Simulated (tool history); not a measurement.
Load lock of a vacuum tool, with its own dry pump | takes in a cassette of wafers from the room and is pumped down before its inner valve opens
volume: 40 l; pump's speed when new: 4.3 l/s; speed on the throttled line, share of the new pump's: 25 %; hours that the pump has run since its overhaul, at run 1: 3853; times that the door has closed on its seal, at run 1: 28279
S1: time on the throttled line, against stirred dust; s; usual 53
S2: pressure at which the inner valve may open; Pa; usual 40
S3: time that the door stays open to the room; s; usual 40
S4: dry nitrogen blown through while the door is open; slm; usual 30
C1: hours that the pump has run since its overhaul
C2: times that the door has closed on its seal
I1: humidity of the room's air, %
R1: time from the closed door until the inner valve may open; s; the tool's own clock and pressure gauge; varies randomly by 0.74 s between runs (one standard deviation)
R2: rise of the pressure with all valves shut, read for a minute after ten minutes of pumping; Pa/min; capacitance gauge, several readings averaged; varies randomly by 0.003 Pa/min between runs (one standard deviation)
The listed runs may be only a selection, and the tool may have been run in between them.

Run 1, hour 0.0: usual settings; C1 3853; C2 28279; I1 44.9. Result: R1 115.6 s, R2 0.416 Pa/min.
Run 2, hour 263.7: usual settings; C1 4117; C2 29071; I1 46.7. Result: R1 117.6 s, R2 0.422 Pa/min.
Run 3, hour 463.8: usual settings; C1 4317; C2 29672; I1 50.8. Result: R1 119.5 s, R2 0.432 Pa/min.
Run 4, hour 715.7: usual settings; C1 4569; C2 30429; I1 43.9. Result: R1 118.2 s, R2 0.460 Pa/min.
Run 5, hour 873.2: usual settings; C1 4727; C2 30903; I1 45.1. Result: R1 118.2 s, R2 0.465 Pa/min.
Run 6, hour 1028.9: usual settings; C1 4882; C2 31370; I1 42.6. Result: R1 119.4 s, R2 0.479 Pa/min.
Run 7, hour 1181.5: usual settings; C1 5035; C2 31829; I1 50.9. Result: R1 117.8 s, R2 0.508 Pa/min.
Run 8, hour 1457.0: usual settings but S4 20 slm; C1 5310; C2 32657; I1 47.0. Result: R1 119.0 s, R2 0.509 Pa/min.
Run 9, hour 1660.7: usual settings but S4 20 slm; C1 5514; C2 33268; I1 45.3. Result: R1 119.3 s, R2 0.531 Pa/min.
At hour 1739.9: door's seal changed, seat wiped.
Run 10, hour 1867.8: usual settings but S4 20 slm; C1 5720; C2 384; I1 45.5. Result: R1 118.3 s, R2 0.022 Pa/min.
Run 11, hour 2118.8: usual settings but S4 20 slm; C1 5971; C2 1138; I1 45.8. Result: R1 119.2 s, R2 0.035 Pa/min.
Run 12, hour 2317.7: usual settings but S4 20 slm; C1 6170; C2 1736; I1 49.6. Result: R1 119.3 s, R2 0.039 Pa/min.
Run 13, hour 2436.0: usual settings but S4 20 slm; C1 6288; C2 2091; I1 45.9. Result: R1 120.2 s, R2 0.036 Pa/min.
Run 14, hour 2626.5: usual settings but S4 20 slm; C1 6478; C2 2664; I1 45.7. Result: R1 120.8 s, R2 0.048 Pa/min.
Run 15, hour 2874.8: usual settings but S4 20 slm; C1 6727; C2 3410; I1 45.7. Result: R1 120.9 s, R2 0.046 Pa/min.
Run 16, hour 3137.8: usual settings but S4 20 slm; C1 6990; C2 4200; I1 47.7. Result: R1 120.7 s, R2 0.053 Pa/min.
Run 17, hour 3326.6: usual settings but S2 29 Pa, S3 91 s, S4 20 slm; C1 7179; C2 4767; I1 42.9. Result: R1 124.1 s, R2 0.059 Pa/min.
Run 18, hour 3479.4: usual settings but S4 32 slm; C1 7331; C2 5226; I1 44.5. Result: R1 121.5 s, R2 0.056 Pa/min.
Run 19, hour 3618.5: usual settings but S3 103 s; C1 7470; C2 5644; I1 42.6. Result: R1 120.5 s, R2 0.062 Pa/min.
Run 20, hour 3883.2: usual settings but S2 68 Pa, S3 50 s; C1 7735; C2 6440; I1 43.8. Result: R1 115.2 s, R2 0.061 Pa/min.
Run 21, hour 4050.5: usual settings but S2 68 Pa, S3 50 s; C1 7902; C2 6942; I1 47.6. Result: R1 113.8 s, R2 0.074 Pa/min.
Run 22, hour 4277.8: usual settings but S2 68 Pa, S3 50 s; C1 8130; C2 7625; I1 45.0. Result: R1 116.3 s, R2 0.075 Pa/min.
Run 23, hour 4496.3: usual settings but S1 62 s; C1 8348; C2 8282; I1 46.8. Result: R1 128.8 s, R2 0.077 Pa/min.
Run 24, hour 4633.0: usual settings but S1 39 s, S2 31 Pa, S3 51 s; C1 8485; C2 8692; I1 42.6. Result: R1 115.6 s, R2 0.086 Pa/min.
Run 25, hour 4785.3: usual settings but S1 39 s, S2 31 Pa, S3 51 s; C1 8637; C2 9150; I1 44.1. Result: R1 116.2 s, R2 0.089 Pa/min.
Run 26, hour 4990.5: usual settings but S1 61 s, S2 31 Pa, S3 51 s, S4 5 slm; C1 8842; C2 9767; I1 44.7. Result: R1 130.2 s, R2 0.128 Pa/min.
Run 27, hour 5181.5: usual settings but S1 106 s, S2 71 Pa, S3 80 s, S4 5 slm; C1 9033; C2 10340; I1 48.0. Result: R1 152.7 s, R2 0.148 Pa/min.
Run 28, hour 5418.9: usual settings but S1 85 s, S2 51 Pa, S4 18 slm; C1 9271; C2 11054; I1 44.3. Result: R1 144.5 s, R2 0.110 Pa/min.
Run 29, hour 5533.9: usual settings but S1 75 s, S2 53 Pa, S3 92 s, S4 18 slm; C1 9386; C2 11399; I1 42.9. Result: R1 136.1 s, R2 0.128 Pa/min.
Run 30, hour 5761.9: usual settings but S1 75 s, S2 53 Pa, S3 92 s, S4 18 slm; C1 9614; C2 12084; I1 44.6. Result: R1 135.5 s, R2 0.141 Pa/min.
Run 31, hour 5948.9: usual settings but S1 75 s, S2 37 Pa, S3 92 s, S4 6 slm; C1 9801; C2 12646; I1 45.7. Result: R1 141.8 s, R2 0.171 Pa/min.

Forecast each of these 5 alternatives for the next run:
Run A, hour 6168.2: usual settings but S1 37 s, S2 37 Pa, S3 29 s, S4 6 slm; C1 10020; C2 13305; I1 43.5. Result: R1 ?, R2 ?.
Run B, hour 6168.2: usual settings but S1 52 s, S2 41 Pa, S3 92 s, S4 6 slm; C1 10020; C2 13305; I1 44.2. Result: R1 ?, R2 ?.
Run C, hour 6168.2: usual settings but S1 94 s, S2 37 Pa, S3 27 s, S4 32 slm; C1 10020; C2 13305; I1 45.5. Result: R1 ?, R2 ?.
Run D, hour 6168.2: usual settings but S1 75 s, S2 37 Pa, S3 92 s, S4 7 slm; C1 10020; C2 13305; I1 46.7. Result: R1 ?, R2 ?.
Run E, hour 6168.2: usual settings but S2 64 Pa, S3 54 s; C1 10020; C2 13305; I1 46.4. Result: R1 ?, R2 ?.

run     R1     R2
  A  113.9  0.159
  B  123.9  0.174
  C  154.6  0.133
  D  139.1  0.168
  E  119.2  0.133
The same runs, with their run-to-run variation unchanged, on a tool lacking any hidden condition would have given:
run     R1     R2
  A  101.5  0.046
  B  112.3  0.061
  C  145.0  0.019
  D  128.8  0.057
  E  108.5  0.020
